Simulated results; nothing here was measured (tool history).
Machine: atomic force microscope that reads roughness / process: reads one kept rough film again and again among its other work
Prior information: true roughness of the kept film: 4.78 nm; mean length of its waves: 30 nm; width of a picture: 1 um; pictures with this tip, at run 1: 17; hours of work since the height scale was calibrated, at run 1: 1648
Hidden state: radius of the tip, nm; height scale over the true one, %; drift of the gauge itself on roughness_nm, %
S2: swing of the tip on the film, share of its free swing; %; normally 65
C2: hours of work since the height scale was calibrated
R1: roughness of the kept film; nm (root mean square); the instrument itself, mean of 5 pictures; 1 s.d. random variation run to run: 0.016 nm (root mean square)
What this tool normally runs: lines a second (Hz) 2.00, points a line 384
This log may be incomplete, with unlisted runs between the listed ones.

{"run": 1, "hour": 0.0, "lines a second (Hz)": 2.0, "S2": 65, "points a line": 384, "pictures with this tip": 17, "C2": 1648, "R1": 3.863}
{"run": 2, "hour": 34.9, "lines a second (Hz)": 2.0, "S2": 65, "points a line": 384, "pictures with this tip": 77, "C2": 1670, "R1": 3.694}
{"run": 3, "hour": 80.6, "lines a second (Hz)": 2.0, "S2": 65, "points a line": 384, "pictures with this tip": 156, "C2": 1700, "R1": 3.447}
{"hour": 128.1, "done": "new tip fitted"}
{"run": 4, "hour": 136.1, "lines a second (Hz)": 2.0, "S2": 65, "points a line": 384, "pictures with this tip": 14, "C2": 1735, "R1": 3.88}
{"run": 5, "hour": 189.9, "lines a second (Hz)": 2.0, "S2": 65, "points a line": 384, "pictures with this tip": 106, "C2": 1769, "R1": 3.548}
{"run": 6, "hour": 254.4, "lines a second (Hz)": 2.0, "S2": 65, "points a line": 384, "pictures with this tip": 217, "C2": 1810, "R1": 3.257}
{"hour": 263.1, "done": "new tip fitted"}
{"run": 7, "hour": 304.1, "lines a second (Hz)": 2.0, "S2": 65, "points a line": 384, "pictures with this tip": 70, "C2": 1841, "R1": 3.619}
{"run": 8, "hour": 353.5, "lines a second (Hz)": 1.12, "S2": 65, "points a line": 384, "pictures with this tip": 155, "C2": 1873, "R1": 3.489}
{"hour": 397.2, "done": "new tip fitted"}
{"run": 9, "hour": 398.6, "lines a second (Hz)": 2.0, "S2": 65, "points a line": 384, "pictures with this tip": 2, "C2": 1901, "R1": 3.903}
{"run": 10, "hour": 452.9, "lines a second (Hz)": 2.0, "S2": 65, "points a line": 384, "pictures with this tip": 95, "C2": 1936, "R1": 3.613}
{"run": 11, "hour": 510.0, "lines a second (Hz)": 2.0, "S2": 60, "points a line": 384, "pictures with this tip": 193, "C2": 1972, "R1": 3.407}
{"hour": 533.4, "done": "new tip fitted"}
{"run": 12, "hour": 547.7, "lines a second (Hz)": 2.0, "S2": 65, "points a line": 384, "pictures with this tip": 25, "C2": 1996, "R1": 3.828}
{"run": 13, "hour": 596.4, "lines a second (Hz)": 2.0, "S2": 65, "points a line": 384, "pictures with this tip": 109, "C2": 2027, "R1": 3.555}
{"run": 14, "hour": 642.1, "lines a second (Hz)": 2.0, "S2": 65, "points a line": 384, "pictures with this tip": 187, "C2": 2056, "R1": 3.32}
{"hour": 667.0, "done": "new tip fitted"}
{"run": 15, "hour": 677.5, "lines a second (Hz)": 2.0, "S2": 65, "points a line": 384, "pictures with this tip": 18, "C2": 2079, "R1": 3.859}
{"run": 16, "hour": 732.8, "lines a second (Hz)": 2.0, "S2": 65, "points a line": 384, "pictures with this tip": 113, "C2": 2114, "R1": 3.543}
{"hour": 788.4, "done": "height scale calibrated on a step standard"}
{"run": 17, "hour": 798.7, "lines a second (Hz)": 2.0, "S2": 65, "points a line": 384, "pictures with this tip": 224, "C2": 7, "R1": 3.192}
{"hour": 802.3, "done": "new tip fitted"}
{"run": 18, "hour": 837.0, "lines a second (Hz)": 2.0, "S2": 65, "points a line": 728, "pictures with this tip": 60, "C2": 31, "R1": 3.639}
{"run": 19, "hour": 902.8, "lines a second (Hz)": 2.0, "S2": 65, "points a line": 728, "pictures with this tip": 172, "C2": 73, "R1": 3.304}
{"hour": 939.4, "done": "new tip fitted"}
{"run": 20, "hour": 944.7, "lines a second (Hz)": 1.06, "S2": 84, "points a line": 577, "pictures with this tip": 9, "C2": 99, "R1": 3.693}
{"run": 21, "hour": 984.7, "lines a second (Hz)": 1.78, "S2": 72, "points a line": 753, "pictures with this tip": 78, "C2": 125, "R1": 3.481}
{"run": 22, "hour": 1024.3, "lines a second (Hz)": 1.78, "S2": 72, "points a line": 753, "pictures with this tip": 146, "C2": 150, "R1": 3.307}
{"hour": 1072.3, "done": "new tip fitted"}
{"run": 23, "hour": 1083.5, "lines a second (Hz)": 0.57, "S2": 65, "points a line": 398, "pictures with this tip": 20, "C2": 187, "R1": 3.929}
{"run": 24, "hour": 1114.8, "lines a second (Hz)": 0.57, "S2": 58, "points a line": 498, "pictures with this tip": 73, "C2": 207, "R1": 3.784}
{"run": 25, "hour": 1146.2, "lines a second (Hz)": 0.57, "S2": 58, "points a line": 498, "pictures with this tip": 127, "C2": 227, "R1": 3.641}
{"run": 26, "hour": 1197.8, "lines a second (Hz)": 0.57, "S2": 58, "points a line": 498, "pictures with this tip": 216, "C2": 260, "R1": 3.389}
{"hour": 1209.0, "done": "new tip fitted"}
{"run": 27, "hour": 1257.3, "lines a second (Hz)": 0.66, "S2": 77, "points a line": 295, "pictures with this tip": 83, "C2": 298, "R1": 3.625}
{"run": 28, "hour": 1313.4, "lines a second (Hz)": 2.01, "S2": 78, "points a line": 384, "pictures with this tip": 179, "C2": 334, "R1": 3.076}
{"hour": 1347.2, "done": "new tip fitted"}
{"run": 29, "hour": 1365.6, "lines a second (Hz)": 0.54, "S2": 86, "points a line": 384, "pictures with this tip": 32, "C2": 367, "R1": 3.766}
{"run": 30, "hour": 1418.6, "lines a second (Hz)": 2.0, "S2": 65, "points a line": 527, "pictures with this tip": 122, "C2": 400, "R1": 3.482}
{"hour": 1479.9, "done": "new tip fitted"}
{"run": 31, "hour": 1486.9, "lines a second (Hz)": 0.94, "S2": 74, "points a line": 614, "pictures with this tip": 12, "C2": 444, "R1": 3.85}
{"run": 32, "hour": 1527.8, "lines a second (Hz)": 3.21, "S2": 82, "points a line": 994, "pictures with this tip": 82, "C2": 470, "R1": 2.951}

Predict the results of run 33:
{"run": 33, "hour": 1594.9, "lines a second (Hz)": 1.38, "S2": 61, "points a line": 372, "pictures with this tip": 197, "C2": 513, "R1": "?"}

{"run 33": {"R1": 3.368}}
With no hidden state in the tool, this same run would have given R1 3.964 nm (root mean square).
